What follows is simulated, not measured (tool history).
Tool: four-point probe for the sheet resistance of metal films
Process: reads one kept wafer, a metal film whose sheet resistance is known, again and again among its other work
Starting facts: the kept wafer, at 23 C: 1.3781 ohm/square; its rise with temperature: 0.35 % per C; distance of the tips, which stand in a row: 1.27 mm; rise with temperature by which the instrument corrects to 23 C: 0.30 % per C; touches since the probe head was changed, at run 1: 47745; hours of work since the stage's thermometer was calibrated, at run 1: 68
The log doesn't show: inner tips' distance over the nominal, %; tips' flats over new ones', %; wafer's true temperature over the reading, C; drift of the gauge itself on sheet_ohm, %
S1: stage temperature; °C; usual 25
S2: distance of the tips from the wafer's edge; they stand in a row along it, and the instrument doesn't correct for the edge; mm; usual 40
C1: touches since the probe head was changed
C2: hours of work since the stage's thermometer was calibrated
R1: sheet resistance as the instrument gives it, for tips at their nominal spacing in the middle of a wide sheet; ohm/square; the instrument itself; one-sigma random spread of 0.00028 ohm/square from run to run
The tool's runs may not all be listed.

run    hour  S1  S2      C1    C2        R1
  1       0  25  40   47745    68  1.381173
  2    37.7  28  40   49713    97  1.383199
  3   103.7  25  33   53155   149  1.382187
  4     143  25  33   55207   180  1.381591
  5   209.4  29  40   58669   233  1.384431
  6   277.9  29  40   62241   287  1.384669
  7     340  35  40   65480   336  1.389174
  8   382.1  35  40   67676   369  1.388977
  9   431.8  25  40   70273   408  1.382894
 10   487.9  25  72   73198   452  1.382175
 11     521  25  72   74926   479  1.382742
 12   558.4  32  72   76876   508  1.386855
 13   602.2  32  72   79159   543  1.387717
 14   652.3  32  72   81776   582  1.387894
 15   685.8  32  72   83522   608  1.388208
 16   726.3  25   4   85636   640  1.453981
 17     761  25  17   87442   668   1.38751
 18   813.8  29  40   90197   709  1.387103
 19   856.9  25  40   92447   743  1.384782
 20   920.4  25  40   95757   793  1.383917
 21   962.4  25  40   97949   827  1.384464
 22  1022.7  25  16  101096   874  1.388906
 23    1064  25   4  103251   907   1.45572
 24  1108.3  23  40  105562   942  1.383904
 25  1143.2  32  16  107384   969  1.394194
 26  1182.7  32  16  109445  1000  1.395045
     1188.6  -- stage's thermometer calibrated
 27  1234.1  25   9  112098    36  1.399448
 28    1262  27  22  113553    58  1.388755
       1319  -- stage's thermometer calibrated, once more
 29    1319  23   3  116500     0  1.506964
 30  1377.4  25   7  119548    46  1.411553
 31    1439  25   7  122762    95  1.411896
 32  1485.5  25  17  125188   131  1.391799
 33  1518.7  33  14  126917   158  1.399676
 34  1553.8  29  70  128751   185  1.392016
 35  1602.5  33   6  131290   224  1.427291
 36  1665.9  19   9  134600   274  1.398967
 37    1695  30   3  136115   297  1.513597
 38  1729.2  30   3  137902   324  1.514376
 39  1783.8  20  24  140751   367  1.387585
 40  1851.6  24  24  144283   420  1.391088
     1868.2  -- new probe head fitted
 41    1888  24  24    1032   448   1.37882
 42  1921.2  24  24    2765   474  1.379482
 43  1962.4  35   4    4911   507  1.455464
 44  2018.3  35   4    7826   551  1.456108

For some of the steps in R1 from one run to the next: how much would appear even if the tool had no hidden state, given the settings, what came in and random variation, and how much remains for the hidden state plus any gauge scatter that the measured result and the result without hidden state don't share?
Run 28 -> 29: S1 27 -> 23, S2 22 -> 3, stage's thermometer calibrated, once more. R1 +0.118209 ohm/square: hidden state +0.003127, all else +0.115082.
Run 36 -> 37: S1 19 -> 30, S2 9 -> 3. R1 +0.11463 ohm/square: hidden state +0.000826, all else +0.113804.
Run 38 -> 39: S1 30 -> 20, S2 3 -> 24. R1 -0.126791 ohm/square: hidden state -0.000562, all else -0.126229.
Run 40 -> 41: new probe head fitted. R1 -0.012268 ohm/square: hidden state -0.012082, all else -0.000186.
